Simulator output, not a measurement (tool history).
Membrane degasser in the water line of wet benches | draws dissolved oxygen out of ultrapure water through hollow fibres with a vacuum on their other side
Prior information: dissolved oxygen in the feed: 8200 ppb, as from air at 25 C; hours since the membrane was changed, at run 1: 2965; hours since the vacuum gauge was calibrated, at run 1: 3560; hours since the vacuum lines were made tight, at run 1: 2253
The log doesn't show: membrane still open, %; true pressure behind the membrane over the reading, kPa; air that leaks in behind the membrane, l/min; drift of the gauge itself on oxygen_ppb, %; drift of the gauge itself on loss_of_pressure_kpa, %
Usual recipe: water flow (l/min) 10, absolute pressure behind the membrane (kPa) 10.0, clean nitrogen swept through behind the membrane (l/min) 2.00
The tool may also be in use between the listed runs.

run	day	water flow (l/min)	absolute pressure behind the membrane (kPa)	clean nitrogen swept through behind the membrane (l/min)	hours since the membrane was changed	hours since the vacuum gauge was calibrated	hours since the vacuum lines were made tight	dissolved oxygen in the water behind the degasser (ppb)	pressure that the water loses in the fibres (kPa)
1	0.000	10	10.0	2.00	2965	3560	2253	260.7	51.00
2	3.433	10	10.0	2.00	3047	3642	2335	264.7	51.07
3	5.667	10	10.0	2.00	3101	3696	2389	265.5	51.42
4	8.075	10	10.0	2.00	3159	3754	2447	266.7	51.51
5	11.646	10	10.0	2.00	3244	3839	2533	264.3	51.65
# day 12.075: vacuum gauge calibrated
6	15.300	10	10.0	2.00	3332	77	2620	265.5	51.52
7	17.642	10	10.0	2.00	3388	134	2676	265.9	51.37
8	20.308	10	10.0	2.00	3452	198	2740	271.6	51.54
9	24.396	10	10.0	2.00	3550	296	2838	262.2	51.58
10	26.358	10	18.0	2.00	3597	343	2885	365.2	51.48
11	30.004	10	18.0	2.00	3684	430	2973	360.8	51.80
12	33.442	10	18.0	2.00	3767	513	3055	366.2	51.95
13	37.421	10	18.0	2.00	3862	608	3151	369.6	51.91
# day 39.817: vacuum gauge calibrated, once more
14	40.992	10	18.0	2.00	3948	28	3236	361.8	51.78
15	45.317	10	18.0	2.00	4051	132	3340	365.4	51.85
16	48.238	10	10.0	2.00	4122	202	3410	268.9	51.90
17	52.246	7	10.0	4.54	4218	298	3506	78.7	35.96
18	56.862	6	10.0	2.00	4329	409	3617	78.5	31.30
19	59.967	6	10.0	2.00	4403	484	3691	78.7	31.22
20	62.975	6	10.0	2.00	4475	556	3763	79.0	31.06
21	66.396	6	10.0	2.00	4557	638	3846	79.7	31.21
22	68.504	15	9.3	2.00	4608	688	3896	658.7	77.62
23	72.579	15	9.3	2.00	4706	786	3994	663.4	78.19
24	75.042	10	8.8	1.32	4765	845	4053	294.8	52.21
25	79.438	7	10.0	3.30	4870	951	4159	90.5	36.56
26	82.471	7	6.5	1.17	4943	1024	4231	102.5	36.59
# day 83.629: seals of the vacuum lines changed
27	85.612	10	11.9	0.83	5017	1097	48	422.7	52.61
28	88.942	10	21.9	0.83	5096	1177	127	673.7	52.07
29	92.596	10	21.9	0.83	5184	1265	215	671.9	52.51
30	95.671	10	8.5	2.72	5258	1338	289	244.2	52.17
31	98.779	7	23.1	2.00	5333	1413	364	224.0	36.55

4 options for the next run, each taken on its own from the tool as it stands now. Forecast them:
A	100.938	14	9.2	1.18	5384	1465	415	?	?
B	100.938	10	16.2	2.14	5384	1465	415	?	?
C	100.938	8	17.9	1.19	5384	1465	415	?	?
D	100.938	14	10.3	1.39	5384	1465	415	?	?

run	dissolved oxygen in the water behind the degasser (ppb)	pressure that the water loses in the fibres (kPa)
A	639.0	73.64
B	341.9	52.64
C	324.2	42.35
D	638.8	73.81
The same runs, with their run-to-run variation unchanged, on a tool lacking any hidden condition would have given:
run	dissolved oxygen in the water behind the degasser (ppb)	pressure that the water loses in the fibres (kPa)
A	570.7	69.86
B	305.7	49.94
C	303.7	40.18
D	570.9	70.05
